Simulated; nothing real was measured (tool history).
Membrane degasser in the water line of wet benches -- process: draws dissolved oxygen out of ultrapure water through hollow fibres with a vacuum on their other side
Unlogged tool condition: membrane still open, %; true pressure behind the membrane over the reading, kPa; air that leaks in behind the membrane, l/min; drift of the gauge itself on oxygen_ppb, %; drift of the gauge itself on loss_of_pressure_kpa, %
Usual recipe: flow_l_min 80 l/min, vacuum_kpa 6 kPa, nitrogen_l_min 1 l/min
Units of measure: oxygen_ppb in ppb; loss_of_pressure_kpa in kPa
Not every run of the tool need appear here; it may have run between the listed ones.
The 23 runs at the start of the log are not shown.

run    hour  flow_l_min  vacuum_kpa  nitrogen_l_min  hours since the membrane was changed  hours since the vacuum gauge was calibrated  hours since the vacuum lines were made tight  oxygen_ppb  loss_of_pressure_kpa
     1234.6  -- seals of the vacuum lines changed
 24    1264          80        9.02               1                                  2260                                         6297                                            29       724.6                 25.74
 25  1329.3         117        13.2               1                                  2325                                         6363                                            95      1538.6                 37.74
 26  1362.3          95        5.07            2.27                                  2358                                         6396                                           128       167.8                  30.6
 27  1395.1          95        5.07            2.27                                  2391                                         6428                                           160       168.8                  30.9
 28  1428.6          95        5.07            2.27                                  2424                                         6462                                           194       164.2                 30.69
 29  1487.2         111        4.39            1.11                                  2483                                         6520                                           253       208.8                 35.58
 30  1546.7         112        6.19            1.58                                  2542                                         6580                                           312       383.7                 35.74
 31  1615.5         112        6.19            1.58                                  2611                                         6649                                           381       390.5                 36.01
 32  1659.8         112        6.19            1.58                                  2655                                         6693                                           425       384.1                 35.93

Here are 3 independent what-if runs from the current tool condition. What would each one return?
  A  1694.4          80           6            0.55                                  2690                                         6728                                           460           ?                     ?
  B  1694.4         104        4.64            1.43                                  2690                                         6728                                           460           ?                     ?
  C  1694.4          83        4.29            2.55                                  2690                                         6728                                           460           ?                     ?

run  oxygen_ppb  loss_of_pressure_kpa
  A       519.8                 25.74
  B       201.5                 33.78
  C        78.9                 26.89
Without the tool's hidden state the same runs would have given:
run  oxygen_ppb  loss_of_pressure_kpa
  A       519.3                 25.73
  B       201.1                 33.77
  C        78.7                 26.88
